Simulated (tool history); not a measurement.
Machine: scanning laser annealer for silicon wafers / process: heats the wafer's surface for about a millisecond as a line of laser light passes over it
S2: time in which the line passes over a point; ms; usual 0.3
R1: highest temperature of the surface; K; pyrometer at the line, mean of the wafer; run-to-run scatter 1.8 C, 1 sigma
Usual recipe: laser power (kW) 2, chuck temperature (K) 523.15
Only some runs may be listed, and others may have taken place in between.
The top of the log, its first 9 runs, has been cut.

run 10 hour=367.2 | laser_power_(kW)=2 S2=0.3 chuck_temperature_(K)=523.15 | R1=1284.15
run 11 hour=414.4 | laser_power_(kW)=2 S2=0.3 chuck_temperature_(K)=523.15 | R1=1279.15
run 12 hour=460.4 | laser_power_(kW)=2 S2=0.3 chuck_temperature_(K)=523.15 | R1=1277.15
run 13 hour=506.1 | laser_power_(kW)=2 S2=0.3 chuck_temperature_(K)=523.15 | R1=1277.15
run 14 hour=531.6 | laser_power_(kW)=2 S2=0.3 chuck_temperature_(K)=523.15 | R1=1274.15
run 15 hour=568.4 | laser_power_(kW)=2 S2=0.262 chuck_temperature_(K)=523.15 | R1=1226.15
run 16 hour=605.7 | laser_power_(kW)=2 S2=0.3 chuck_temperature_(K)=523.15 | R1=1270.15
run 17 hour=653.2 | laser_power_(kW)=2 S2=0.3 chuck_temperature_(K)=523.15 | R1=1267.15
run 18 hour=677.1 | laser_power_(kW)=2 S2=0.3 chuck_temperature_(K)=523.15 | R1=1271.15
run 19 hour=721.9 | laser_power_(kW)=2 S2=0.3 chuck_temperature_(K)=524.15 | R1=1262.15
run 20 hour=760.8 | laser_power_(kW)=2 S2=0.3 chuck_temperature_(K)=524.15 | R1=1263.15
run 21 hour=813 | laser_power_(kW)=2 S2=0.3 chuck_temperature_(K)=524.15 | R1=1259.15
run 22 hour=851.7 | laser_power_(kW)=2 S2=0.3 chuck_temperature_(K)=524.15 | R1=1256.15
run 23 hour=898.8 | laser_power_(kW)=2.05 S2=0.3 chuck_temperature_(K)=523.15 | R1=1275.15
run 24 hour=938.2 | laser_power_(kW)=2 S2=0.24 chuck_temperature_(K)=503.15 | R1=1154.15
-- hour=952.6 optics aligned, line set to its width
-- hour=973.2 window over the wafer cleaned
run 25 hour=973.2 | laser_power_(kW)=2.059 S2=0.286 chuck_temperature_(K)=527.15 | R1=1312.15
run 26 hour=999.8 | laser_power_(kW)=1.707 S2=0.3 chuck_temperature_(K)=540.15 | R1=1187.15
run 27 hour=1023.2 | laser_power_(kW)=1.831 S2=0.33 chuck_temperature_(K)=534.15 | R1=1269.15
run 28 hour=1051.7 | laser_power_(kW)=1.751 S2=0.308 chuck_temperature_(K)=534.15 | R1=1209.15
run 29 hour=1080.6 | laser_power_(kW)=1.751 S2=0.308 chuck_temperature_(K)=534.15 | R1=1204.15
run 30 hour=1130.1 | laser_power_(kW)=1.751 S2=0.308 chuck_temperature_(K)=534.15 | R1=1205.15
run 31 hour=1158.5 | laser_power_(kW)=1.751 S2=0.308 chuck_temperature_(K)=534.15 | R1=1202.15
run 32 hour=1184.8 | laser_power_(kW)=1.986 S2=0.3 chuck_temperature_(K)=523.15 | R1=1286.15
run 33 hour=1206.3 | laser_power_(kW)=1.71 S2=0.3 chuck_temperature_(K)=532.15 | R1=1169.15
run 34 hour=1236.2 | laser_power_(kW)=1.961 S2=0.285 chuck_temperature_(K)=525.15 | R1=1256.15

Predict the results of run 35:
run 35 hour=1278.2 | laser_power_(kW)=1.79 S2=0.3 chuck_temperature_(K)=523.15 | R1=?

{"run 35": {"R1": 1192.15}}
If the tool had no hidden condition, the same run with the same run-to-run variation would have returned R1 1198.15 K.
